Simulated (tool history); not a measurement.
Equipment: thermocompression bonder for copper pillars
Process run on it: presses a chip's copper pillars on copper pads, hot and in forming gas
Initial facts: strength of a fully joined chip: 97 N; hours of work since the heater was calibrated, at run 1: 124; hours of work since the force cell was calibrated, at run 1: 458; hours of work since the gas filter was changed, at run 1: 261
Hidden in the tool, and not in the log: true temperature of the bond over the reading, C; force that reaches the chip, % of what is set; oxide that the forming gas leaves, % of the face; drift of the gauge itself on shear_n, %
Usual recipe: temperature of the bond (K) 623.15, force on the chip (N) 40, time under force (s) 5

run   hour  temperature of the bond (K)  force on the chip (N)  time under force (s)  hours of work since the heater was calibrated  hours of work since the force cell was calibrated  hours of work since the gas filter was changed  force that shears a chip off (N)
  1      0                       623.15                     40                     5                                            124                                                458                                             261                              52.6
  2   12.6                       623.15                     40                     5                                            132                                                465                                             268                              52.2
  3   28.1                       625.15                     40                     5                                            141                                                474                                             277                              53.6
  4   37.6                       623.15                     40                     5                                            146                                                480                                             283                              52.5
  5   55.2                       623.15                     40                     5                                            156                                                490                                             293                              51.8
  6     66                       623.15                     40                     5                                            162                                                496                                             299                              52.3
  7   77.4                       623.15                     40                     5                                            169                                                503                                             305                              52.1
  8   88.7                       623.15                     40                     5                                            175                                                509                                             312                                52
  9  102.3                       623.15                     40                     3                                            183                                                517                                             320                                44
 10  110.3                       623.15                     40                     3                                            188                                                522                                             324                              43.7
 11  124.1                       613.15                     40                     3                                            196                                                530                                             332                              40.1
 12  137.7                       641.15                     40                     5                                            204                                                537                                             340                              58.9
 13  157.1                       641.15                     40                     5                                            215                                                548                                             351                              58.7
 14  172.4                       641.15                     40                     5                                            223                                                557                                             360                              58.8
     175.2  -- heater calibrated with a thermocouple chip
 15  184.9                       641.15                     40                     5                                              6                                                563                                             366                                58
 16  194.2                       641.15                     40                     5                                             11                                                569                                             371                              58.5
 17  202.8                       623.15                     27                     6                                             16                                                574                                             376                              43.1
 18  217.6                       623.15                     27                     6                                             24                                                582                                             385                                43
 19    237                       623.15                     27                     6                                             36                                                593                                             396                              42.8
 20  253.5                       623.15                     33                     5                                             45                                                603                                             406                              45.2

Take each entry between the runs: how does the hidden state at the last listed run before it differ from the hidden state at the first listed run after it?
From run 14 to run 15: heater calibrated with a thermocouple chip (hour 175.2)
  true temperature of the bond over the reading, C: -2.5 -> -3.2; oxide that the forming gas leaves, % of the face: 2.28 -> 2.31
  the result without the hidden state subtracted from the measured one, force that shears a chip off (N): -3.1 -> -3.4
